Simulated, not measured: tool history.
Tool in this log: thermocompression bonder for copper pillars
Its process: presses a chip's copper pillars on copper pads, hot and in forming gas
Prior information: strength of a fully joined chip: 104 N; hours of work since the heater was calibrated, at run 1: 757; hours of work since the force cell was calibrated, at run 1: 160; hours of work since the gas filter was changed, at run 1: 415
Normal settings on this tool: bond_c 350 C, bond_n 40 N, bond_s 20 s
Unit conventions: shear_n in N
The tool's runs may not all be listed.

| run | hour | bond_c | bond_n | bond_s | hours of work since the heater was calibrated | hours of work since the force cell was calibrated | hours of work since the gas filter was changed | shear_n |
|---|---|---|---|---|---|---|---|---|
| 1 | 0 | 350 | 40 | 20 | 757 | 160 | 415 | 35.8 |
| 2 | 7.5 | 350 | 32 | 20 | 762 | 165 | 421 | 31.2 |
| 3 | 13.9 | 350 | 32 | 20 | 767 | 170 | 425 | 31.1 |
| 4 | 23.4 | 350 | 32 | 20 | 774 | 177 | 432 | 32.4 |
| 5 | 29.6 | 322 | 40 | 20 | 778 | 181 | 436 | 27.3 |
| 6 | 35.6 | 362 | 40 | 20 | 783 | 185 | 441 | 40.8 |
| 7 | 41.6 | 362 | 59 | 20 | 787 | 190 | 445 | 50.2 |
| 8 | 47.8 | 362 | 59 | 20 | 791 | 194 | 450 | 49.4 |
| 9 | 56.1 | 350 | 40 | 20 | 797 | 200 | 455 | 36.3 |
| 10 | 63.8 | 350 | 40 | 59 | 803 | 206 | 461 | 53.7 |
| 11 | 72.6 | 350 | 40 | 59 | 809 | 212 | 467 | 54.2 |
| 12 | 81.2 | 350 | 40 | 59 | 815 | 218 | 473 | 52.7 |
| 13 | 91.5 | 350 | 40 | 59 | 823 | 225 | 481 | 55.1 |
| 14 | 97.5 | 350 | 40 | 46 | 827 | 230 | 485 | 49.3 |
| 15 | 105.8 | 350 | 40 | 20 | 833 | 236 | 491 | 36.2 |
|  | 107.2 | forming gas filter changed |
| 16 | 115.1 | 350 | 40 | 20 | 839 | 242 | 6 | 36.9 |
| 17 | 121 | 350 | 40 | 20 | 843 | 246 | 10 | 36.4 |
| 18 | 127.4 | 350 | 40 | 20 | 848 | 251 | 14 | 36.2 |
| 19 | 133.9 | 350 | 40 | 11 | 853 | 255 | 19 | 28.1 |
| 20 | 141.2 | 350 | 40 | 11 | 858 | 261 | 24 | 28.9 |
| 21 | 145.9 | 350 | 32 | 22 | 861 | 264 | 28 | 32.6 |
| 22 | 152.9 | 350 | 32 | 22 | 866 | 269 | 33 | 32.9 |
| 23 | 163 | 369 | 45 | 43 | 873 | 276 | 40 | 59.4 |
| 24 | 167.7 | 327 | 32 | 56 | 877 | 280 | 43 | 37.7 |
| 25 | 176.4 | 367 | 40 | 20 | 883 | 286 | 50 | 41.9 |
| 26 | 185.4 | 326 | 40 | 16 | 889 | 292 | 56 | 26.3 |
| 27 | 194.7 | 350 | 37 | 20 | 896 | 299 | 63 | 34.7 |
| 28 | 201.2 | 325 | 40 | 38 | 901 | 304 | 67 | 37.3 |
| 29 | 208.2 | 325 | 40 | 38 | 906 | 309 | 72 | 35.9 |
| 30 | 217.5 | 368 | 59 | 55 | 912 | 315 | 79 | 72.3 |
| 31 | 224.6 | 350 | 34 | 55 | 917 | 320 | 84 | 48.2 |
| 32 | 231.9 | 350 | 34 | 55 | 923 | 326 | 89 | 48 |
| 33 | 242 | 330 | 34 | 50 | 930 | 333 | 97 | 38.5 |
| 34 | 247.6 | 330 | 34 | 50 | 934 | 337 | 101 | 39.8 |
| 35 | 254.1 | 367 | 34 | 12 | 939 | 341 | 105 | 30.3 |
| 36 | 262.7 | 351 | 24 | 22 | 945 | 348 | 111 | 27.6 |
| 37 | 272.4 | 351 | 24 | 22 | 952 | 355 | 118 | 27.7 |
| 38 | 279.2 | 373 | 27 | 22 | 957 | 359 | 123 | 36.2 |
| 39 | 287.6 | 373 | 27 | 22 | 963 | 365 | 129 | 36.4 |

Take each entry between the runs: how does the hidden state at the last listed run before it differ from the hidden state at the first listed run after it?
Runs 15 to 16: forming gas filter changed (hour 107.2)
  true temperature of the bond over the reading, C: -0.4 -> -0.5; oxide that the forming gas leaves, % of the face: 1.18 -> 0.52
